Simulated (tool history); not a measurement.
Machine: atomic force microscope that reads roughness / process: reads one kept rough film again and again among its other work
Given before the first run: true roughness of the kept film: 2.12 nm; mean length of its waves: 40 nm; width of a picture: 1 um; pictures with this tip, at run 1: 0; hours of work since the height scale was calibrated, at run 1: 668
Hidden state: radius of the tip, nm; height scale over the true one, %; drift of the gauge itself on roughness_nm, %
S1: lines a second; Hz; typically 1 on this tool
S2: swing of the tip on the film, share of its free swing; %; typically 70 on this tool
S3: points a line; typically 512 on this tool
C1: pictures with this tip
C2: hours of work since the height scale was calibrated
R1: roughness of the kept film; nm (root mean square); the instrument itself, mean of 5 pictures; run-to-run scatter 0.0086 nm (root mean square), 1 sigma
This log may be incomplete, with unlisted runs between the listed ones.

| run | hour | S1 | S2 | S3 | C1 | C2 | R1 |
|---|---|---|---|---|---|---|---|
| 1 | 0 | 1 | 70 | 512 | 0 | 668 | 1.917 |
| 2 | 21.2 | 1 | 70 | 512 | 45 | 684 | 1.894 |
| 3 | 32.6 | 1 | 70 | 512 | 69 | 692 | 1.88 |
| 4 | 43.5 | 1 | 70 | 512 | 92 | 700 | 1.854 |
| 5 | 53.7 | 1 | 70 | 512 | 113 | 707 | 1.854 |
| 6 | 77.3 | 1 | 70 | 512 | 163 | 724 | 1.82 |
| 7 | 95.7 | 1 | 70 | 512 | 201 | 737 | 1.773 |
| 8 | 106.8 | 1 | 70 | 512 | 225 | 745 | 1.768 |
| 9 | 117.7 | 1 | 70 | 512 | 248 | 753 | 1.748 |
| 10 | 132.5 | 1 | 70 | 725 | 279 | 764 | 1.715 |
|  | 140.1 | new tip fitted |
| 11 | 156.2 | 1.42 | 70 | 512 | 34 | 781 | 1.857 |
| 12 | 177.8 | 1.42 | 70 | 512 | 80 | 796 | 1.835 |
| 13 | 190.8 | 1 | 70 | 512 | 107 | 806 | 1.842 |
| 14 | 211.1 | 1 | 70 | 512 | 150 | 820 | 1.832 |
| 15 | 229 | 1 | 70 | 512 | 187 | 833 | 1.784 |
| 16 | 251.2 | 1 | 70 | 512 | 234 | 849 | 1.737 |
| 17 | 273.1 | 2.88 | 56 | 346 | 280 | 865 | 1.708 |
|  | 279.7 | new tip fitted |
| 18 | 290.4 | 1.42 | 68 | 512 | 22 | 877 | 1.877 |
| 19 | 300.2 | 1.19 | 66 | 282 | 43 | 884 | 1.899 |
| 20 | 310.4 | 1.19 | 66 | 282 | 64 | 892 | 1.876 |
| 21 | 333.9 | 0.76 | 66 | 282 | 114 | 908 | 1.87 |
| 22 | 351 | 0.76 | 66 | 282 | 149 | 921 | 1.839 |
| 23 | 368.9 | 0.52 | 59 | 397 | 187 | 934 | 1.848 |
| 24 | 390.6 | 0.52 | 59 | 397 | 233 | 949 | 1.812 |
| 25 | 413 | 0.52 | 59 | 397 | 280 | 965 | 1.77 |
|  | 420.6 | new tip fitted |
| 26 | 423 | 0.52 | 59 | 397 | 5 | 972 | 2.011 |
| 27 | 444.8 | 0.52 | 59 | 397 | 50 | 988 | 1.939 |

For run 28, what comes out?
| 28 | 467.8 | 1 | 58 | 508 | 99 | 1005 | ? |

R1: 1.904 nm (root mean square)
If the tool had no hidden condition, the same run with the same run-to-run variation would have returned R1 1.964 nm (root mean square).
